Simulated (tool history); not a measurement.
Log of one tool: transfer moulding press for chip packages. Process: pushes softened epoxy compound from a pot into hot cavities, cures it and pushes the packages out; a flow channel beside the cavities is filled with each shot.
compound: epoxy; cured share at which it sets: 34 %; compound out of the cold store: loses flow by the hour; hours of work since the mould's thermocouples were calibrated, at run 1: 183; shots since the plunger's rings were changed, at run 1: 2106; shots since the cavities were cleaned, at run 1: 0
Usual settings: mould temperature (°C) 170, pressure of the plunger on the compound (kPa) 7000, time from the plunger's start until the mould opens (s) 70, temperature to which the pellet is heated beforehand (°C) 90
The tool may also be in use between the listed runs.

| run | hour | mould temperature (°C) | pressure of the plunger on the compound (kPa) | time from the plunger's start until the mould opens (s) | temperature to which the pellet is heated beforehand (°C) | hours of work since the mould's thermocouples were calibrated | shots since the plunger's rings were changed | shots since the cavities were cleaned | incoming compound's hours out of the cold store | length that the compound runs in the flow channel (mm) | greatest force on the pins that push the packages out (N) |
|---|---|---|---|---|---|---|---|---|---|---|---|
| 1 | 0.0 | 170 | 7000 | 70 | 90 | 183 | 2106 | 0 | 8.1 | 1014 | 396 |
|  | 36.4 | cavities cleaned with cleaning compound and waxed |
| 2 | 53.2 | 170 | 7000 | 70 | 90 | 219 | 2867 | 248 | 16.3 | 959 | 394 |
|  | 72.3 | cavities cleaned with cleaning compound and waxed |
| 3 | 92.1 | 165 | 7000 | 70 | 90 | 245 | 3416 | 291 | 43.3 | 842 | 528 |
|  | 108.3 | cavities cleaned with cleaning compound and waxed |
|  | 144.0 | cavities cleaned with cleaning compound and waxed |
| 4 | 144.0 | 165 | 7000 | 70 | 90 | 279 | 4135 | 0 | 46.9 | 828 | 513 |
| 5 | 166.7 | 165 | 7000 | 70 | 90 | 295 | 4470 | 335 | 17.2 | 977 | 570 |
|  | 177.8 | cavities cleaned with cleaning compound and waxed |
| 6 | 198.0 | 170 | 7000 | 64 | 90 | 315 | 4907 | 297 | 31.2 | 883 | 461 |
|  | 213.7 | cavities cleaned with cleaning compound and waxed |
| 7 | 234.4 | 170 | 7000 | 64 | 90 | 340 | 5421 | 305 | 17.4 | 953 | 493 |
|  | 248.2 | cavities cleaned with cleaning compound and waxed |
| 8 | 261.1 | 170 | 7000 | 70 | 92 | 357 | 5791 | 189 | 38.0 | 851 | 376 |
|  | 282.5 | cavities cleaned with cleaning compound and waxed |
| 9 | 298.4 | 170 | 7000 | 70 | 92 | 382 | 6317 | 233 | 47.1 | 807 | 378 |
|  | 317.2 | cavities cleaned with cleaning compound and waxed |
|  | 332.6 | plunger's sealing rings changed |
|  | 353.4 | cavities cleaned with cleaning compound and waxed |
| 10 | 356.6 | 170 | 7000 | 70 | 84 | 419 | 331 | 48 | 13.4 | 983 | 417 |
| 11 | 383.6 | 170 | 7000 | 70 | 99 | 438 | 728 | 445 | 18.8 | 953 | 376 |
|  | 388.0 | mould's thermocouples calibrated |
|  | 389.5 | cavities cleaned with cleaning compound and waxed |
| 12 | 419.2 | 170 | 7000 | 70 | 99 | 21 | 1200 | 436 | 29.3 | 890 | 378 |
|  | 424.2 | cavities cleaned with cleaning compound and waxed |
| 13 | 455.7 | 170 | 7000 | 70 | 80 | 45 | 1715 | 464 | 43.2 | 826 | 388 |
|  | 459.4 | cavities cleaned with cleaning compound and waxed |
| 14 | 488.7 | 170 | 6620 | 70 | 90 | 67 | 2178 | 431 | 25.1 | 888 | 394 |
|  | 494.1 | cavities cleaned with cleaning compound and waxed |
|  | 528.6 | cavities cleaned with cleaning compound and waxed |
| 15 | 532.5 | 170 | 7000 | 56 | 99 | 95 | 2778 | 58 | 45.5 | 810 | 550 |
|  | 563.5 | cavities cleaned with cleaning compound and waxed |
| 16 | 580.4 | 170 | 7000 | 56 | 99 | 128 | 3461 | 250 | 23.3 | 920 | 614 |
|  | 599.3 | cavities cleaned with cleaning compound and waxed |
| 17 | 607.4 | 170 | 6390 | 60 | 99 | 145 | 3835 | 119 | 9.1 | 961 | 554 |
| 18 | 629.5 | 174 | 6590 | 58 | 88 | 161 | 4160 | 444 | 36.3 | 827 | 420 |
|  | 633.6 | cavities cleaned with cleaning compound and waxed |
|  | 670.5 | cavities cleaned with cleaning compound and waxed |
| 19 | 673.7 | 169 | 7000 | 91 | 90 | 189 | 4766 | 47 | 24.5 | 924 | 283 |
|  | 704.6 | cavities cleaned with cleaning compound and waxed |
| 20 | 710.1 | 169 | 7000 | 91 | 90 | 214 | 5278 | 80 | 38.0 | 853 | 307 |
|  | 740.8 | cavities cleaned with cleaning compound and waxed |
| 21 | 746.8 | 169 | 7000 | 91 | 90 | 238 | 5796 | 87 | 27.3 | 908 | 291 |
|  | 776.2 | cavities cleaned with cleaning compound and waxed |
| 22 | 791.9 | 166 | 7880 | 67 | 95 | 268 | 6438 | 231 | 40.3 | 904 | 533 |
|  | 812.9 | cavities cleaned with cleaning compound and waxed |
|  | 817.8 | plunger's sealing rings changed |
| 23 | 831.4 | 166 | 7880 | 67 | 95 | 293 | 201 | 236 | 43.7 | 888 | 517 |
|  | 851.6 | cavities cleaned with cleaning compound and waxed |
| 24 | 882.5 | 171 | 7000 | 50 | 90 | 328 | 929 | 454 | 29.4 | 890 | 762 |
|  | 886.2 | cavities cleaned with cleaning compound and waxed |
| 25 | 909.1 | 170 | 7000 | 70 | 90 | 345 | 1298 | 336 | 9.1 | 1008 | 411 |

5 ways to go on from here, each from the tool as it stands after run 25. What would each give?
|  | 922.0 | cavities cleaned with cleaning compound and waxed |
|  | 955.9 | cavities cleaned with cleaning compound and waxed |
| A | 961.8 | 170 | 7540 | 52 | 87 | 380 | 2030 | 88 | 14.0 | ? | ? |
|  | 922.0 | cavities cleaned with cleaning compound and waxed |
|  | 955.9 | cavities cleaned with cleaning compound and waxed |
| B | 961.8 | 170 | 5300 | 62 | 90 | 380 | 2030 | 88 | 10.4 | ? | ? |
|  | 922.0 | cavities cleaned with cleaning compound and waxed |
|  | 955.9 | cavities cleaned with cleaning compound and waxed |
| C | 961.8 | 172 | 7000 | 70 | 93 | 380 | 2030 | 88 | 9.9 | ? | ? |
|  | 922.0 | cavities cleaned with cleaning compound and waxed |
|  | 955.9 | cavities cleaned with cleaning compound and waxed |
| D | 961.8 | 170 | 7030 | 66 | 88 | 380 | 2030 | 88 | 38.6 | ? | ? |
|  | 922.0 | cavities cleaned with cleaning compound and waxed |
|  | 955.9 | cavities cleaned with cleaning compound and waxed |
| E | 961.8 | 163 | 7000 | 64 | 94 | 380 | 2030 | 88 | 43.9 | ? | ? |

| run | length that the compound runs in the flow channel (mm) | greatest force on the pins that push the packages out (N) |
|---|---|---|
| A | 1018 | 810 |
| B | 869 | 537 |
| C | 990 | 359 |
| D | 848 | 410 |
| E | 844 | 725 |
Without the tool's hidden state the same runs would have given:
| run | length that the compound runs in the flow channel (mm) | greatest force on the pins that push the packages out (N) |
|---|---|---|
| A | 1018 | 806 |
| B | 869 | 534 |
| C | 991 | 357 |
| D | 849 | 407 |
| E | 844 | 721 |
